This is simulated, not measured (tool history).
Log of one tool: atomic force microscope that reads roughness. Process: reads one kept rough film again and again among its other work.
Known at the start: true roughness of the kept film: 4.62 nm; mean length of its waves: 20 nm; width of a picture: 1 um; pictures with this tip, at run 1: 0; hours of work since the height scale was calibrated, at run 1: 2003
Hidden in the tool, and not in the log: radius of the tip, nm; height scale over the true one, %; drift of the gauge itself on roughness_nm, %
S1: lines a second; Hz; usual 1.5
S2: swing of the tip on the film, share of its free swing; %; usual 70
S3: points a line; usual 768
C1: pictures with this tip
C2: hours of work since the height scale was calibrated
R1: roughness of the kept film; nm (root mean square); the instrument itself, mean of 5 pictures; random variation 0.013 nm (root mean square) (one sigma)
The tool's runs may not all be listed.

{"run": 1, "hour": 0.0, "S1": 1.5, "S2": 70, "S3": 768, "C1": 0, "C2": 2003, "R1": 3.062}
{"run": 2, "hour": 31.8, "S1": 1.5, "S2": 70, "S3": 768, "C1": 54, "C2": 2027, "R1": 3.059}
{"run": 3, "hour": 69.7, "S1": 1.5, "S2": 70, "S3": 999, "C1": 119, "C2": 2056, "R1": 3.076}
{"hour": 95.7, "done": "new tip fitted"}
{"run": 4, "hour": 100.3, "S1": 1.5, "S2": 70, "S3": 768, "C1": 8, "C2": 2078, "R1": 3.048}
{"run": 5, "hour": 169.1, "S1": 1.5, "S2": 70, "S3": 768, "C1": 124, "C2": 2130, "R1": 3.063}
{"hour": 193.0, "done": "new tip fitted"}
{"run": 6, "hour": 208.4, "S1": 1.5, "S2": 70, "S3": 768, "C1": 26, "C2": 2159, "R1": 3.04}
{"run": 7, "hour": 249.0, "S1": 1.74, "S2": 74, "S3": 768, "C1": 95, "C2": 2190, "R1": 3.006}
{"hour": 290.7, "done": "new tip fitted"}
{"run": 8, "hour": 314.3, "S1": 3.53, "S2": 80, "S3": 470, "C1": 40, "C2": 2238, "R1": 2.787}
{"run": 9, "hour": 343.7, "S1": 3.53, "S2": 80, "S3": 470, "C1": 90, "C2": 2260, "R1": 2.781}
{"hour": 389.6, "done": "new tip fitted"}
{"run": 10, "hour": 405.4, "S1": 2.75, "S2": 80, "S3": 470, "C1": 26, "C2": 2306, "R1": 2.853}
{"run": 11, "hour": 461.4, "S1": 0.63, "S2": 70, "S3": 768, "C1": 121, "C2": 2348, "R1": 3.104}
{"hour": 471.1, "done": "height scale calibrated on a step standard"}
{"hour": 488.0, "done": "new tip fitted"}
{"run": 12, "hour": 508.4, "S1": 1.09, "S2": 63, "S3": 768, "C1": 35, "C2": 28, "R1": 3.112}

Forecast each of these 4 alternatives for the next run:
{"run": "A", "hour": 558.5, "S1": 1.78, "S2": 63, "S3": 754, "C1": 120, "C2": 65, "R1": "?"}
{"run": "B", "hour": 558.5, "S1": 1.47, "S2": 70, "S3": 375, "C1": 120, "C2": 65, "R1": "?"}
{"run": "C", "hour": 558.5, "S1": 1.5, "S2": 65, "S3": 768, "C1": 120, "C2": 65, "R1": "?"}
{"run": "D", "hour": 558.5, "S1": 2.46, "S2": 81, "S3": 997, "C1": 120, "C2": 65, "R1": "?"}

run=A R1=3.074
run=B R1=3.023
run=C R1=3.096
run=D R1=2.884
Without the tool's hidden state the same runs would have given:
run=A R1=3.083
run=B R1=3.033
run=C R1=3.106
run=D R1=2.894

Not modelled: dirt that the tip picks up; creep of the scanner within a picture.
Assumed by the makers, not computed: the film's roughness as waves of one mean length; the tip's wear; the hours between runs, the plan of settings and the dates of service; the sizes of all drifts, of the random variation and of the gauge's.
